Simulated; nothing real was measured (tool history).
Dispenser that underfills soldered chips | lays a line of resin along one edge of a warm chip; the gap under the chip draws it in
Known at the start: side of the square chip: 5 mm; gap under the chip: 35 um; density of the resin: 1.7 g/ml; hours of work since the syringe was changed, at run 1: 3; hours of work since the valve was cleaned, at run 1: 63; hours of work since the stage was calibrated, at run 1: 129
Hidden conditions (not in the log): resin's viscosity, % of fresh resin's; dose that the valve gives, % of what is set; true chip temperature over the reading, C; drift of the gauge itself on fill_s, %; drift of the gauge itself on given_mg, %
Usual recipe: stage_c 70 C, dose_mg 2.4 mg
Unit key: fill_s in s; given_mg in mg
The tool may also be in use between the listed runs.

run	hour	stage_c	dose_mg	hours of work since the syringe was changed	hours of work since the valve was cleaned	hours of work since the stage was calibrated	fill_s	given_mg
1	0	70	2.4	3	63	129	23.7	2.29
# hour 6.1: new syringe of resin
2	7.3	70	2.4	1	68	134	21.6	2.23
# hour 16.2: new syringe of resin
3	21.4	70	2.4	4	78	143	24.6	2.2
# hour 25.9: new syringe of resin
4	28.3	70	2.4	2	82	148	23.3	2.22
# hour 35.5: new syringe of resin
5	41.5	70	2.4	4	91	157	24.2	2.16
# hour 45.7: new syringe of resin
6	53.1	70	2.77	5	99	165	25	2.55
# hour 55.8: new syringe of resin
7	60.3	70	2.4	3	104	169	23.9	2.22
# hour 64.9: dispensing valve cleaned and set on the balance
# hour 66.3: new syringe of resin
8	69.7	70	2.4	2	3	175	22.6	2.33
# hour 76.9: new syringe of resin
9	80.2	70	2.07	2	10	182	23	2.05
# hour 87.1: new syringe of resin
10	96.1	76	2.4	6	21	193	19.2	2.36

Predict the results of run 11:
# hour 97.7: new syringe of resin
11	105.6	76	2.4	5	27	199	?	?

{"run 11": {"fill_s": 19, "given_mg": 2.35}}
Minus the tool's unlogged condition, the same run would have read fill_s 16.5 s, given_mg 2.41 mg.
